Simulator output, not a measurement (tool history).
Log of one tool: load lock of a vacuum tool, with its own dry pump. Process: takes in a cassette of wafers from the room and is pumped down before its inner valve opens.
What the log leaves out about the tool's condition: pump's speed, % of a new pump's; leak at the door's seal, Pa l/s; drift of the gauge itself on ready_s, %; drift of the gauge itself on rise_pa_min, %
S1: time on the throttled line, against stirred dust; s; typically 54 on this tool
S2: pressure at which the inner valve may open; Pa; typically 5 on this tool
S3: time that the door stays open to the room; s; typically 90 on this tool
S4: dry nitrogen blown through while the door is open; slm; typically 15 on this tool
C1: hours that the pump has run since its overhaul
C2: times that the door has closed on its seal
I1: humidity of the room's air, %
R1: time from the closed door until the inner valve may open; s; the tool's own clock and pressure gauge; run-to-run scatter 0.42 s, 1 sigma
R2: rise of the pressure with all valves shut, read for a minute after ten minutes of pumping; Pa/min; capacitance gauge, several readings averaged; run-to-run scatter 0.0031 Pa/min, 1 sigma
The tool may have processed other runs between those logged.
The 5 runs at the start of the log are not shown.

Run 6, hour 1800.2: usual settings but S2 8 Pa; C1 16987; C2 67763; I1 45.3. Result: R1 104.9 s, R2 0.729 Pa/min.
At hour 1839.3: door's seal changed, seat wiped.
Run 7, hour 2005: usual settings but S2 8 Pa; C1 17190; C2 781; I1 45. Result: R1 105.4 s, R2 0.056 Pa/min.
Run 8, hour 2223.4: usual settings but S2 8 Pa; C1 17408; C2 1810; I1 46.2. Result: R1 105 s, R2 0.056 Pa/min.
Run 9, hour 2618.7: usual settings; C1 17804; C2 3673; I1 44.2. Result: R1 108.4 s, R2 0.063 Pa/min.
Run 10, hour 2847.5: usual settings; C1 18033; C2 4751; I1 44.2. Result: R1 108.1 s, R2 0.066 Pa/min.
Run 11, hour 3189.5: usual settings but S4 18 slm; C1 18375; C2 6363; I1 45.6. Result: R1 108.5 s, R2 0.073 Pa/min.
Run 12, hour 3668.8: usual settings but S1 60 s; C1 18854; C2 8621; I1 43.4. Result: R1 113.3 s, R2 0.077 Pa/min.
Run 13, hour 4134.9: usual settings but S2 9 Pa; C1 19320; C2 10817; I1 46.1. Result: R1 104 s, R2 0.097 Pa/min.
Run 14, hour 4388.2: usual settings but S2 9 Pa, S4 10 slm; C1 19573; C2 12011; I1 44.2. Result: R1 104.4 s, R2 0.109 Pa/min.
Run 15, hour 4771.9: usual settings; C1 19957; C2 13820; I1 42.3. Result: R1 108.9 s, R2 0.109 Pa/min.
Run 16, hour 5100.4: usual settings; C1 20285; C2 15368; I1 45.7. Result: R1 109.6 s, R2 0.124 Pa/min.
Run 17, hour 5468.9: usual settings; C1 20654; C2 17104; I1 42.7. Result: R1 109.3 s, R2 0.129 Pa/min.
Run 18, hour 5955.9: usual settings; C1 21141; C2 19399; I1 47.8. Result: R1 110 s, R2 0.149 Pa/min.
Run 19, hour 6279.1: usual settings; C1 21464; C2 20922; I1 43.7. Result: R1 110.8 s, R2 0.159 Pa/min.
Run 20, hour 6775: usual settings but S3 84 s; C1 21960; C2 23259; I1 41.8. Result: R1 109.4 s, R2 0.163 Pa/min.
Run 21, hour 7166.1: usual settings but S1 36 s, S2 6 Pa, S3 85 s, S4 4 slm; C1 22351; C2 25102; I1 47.8. Result: R1 95.6 s, R2 0.199 Pa/min.
Run 22, hour 7540.7: usual settings but S1 36 s, S2 9 Pa, S3 182 s, S4 4 slm; C1 22726; C2 26867; I1 45.2. Result: R1 93.2 s, R2 0.276 Pa/min.
Run 23, hour 7977: usual settings but S1 73 s, S2 10 Pa, S3 34 s, S4 4 slm; C1 23162; C2 28923; I1 45.4. Result: R1 119.3 s, R2 0.198 Pa/min.

Run 24 comes next. What will it give?
Run 24, hour 8205.4: usual settings but S2 7 Pa, S3 47 s; C1 23390; C2 29999; I1 43.8. Result: R1 ?, R2 ?.

R1: 108 s
R2: 0.205 Pa/min
If the tool had no hidden condition, the same run with the same run-to-run variation would have returned R1 99.3 s, R2 0.033 Pa/min.
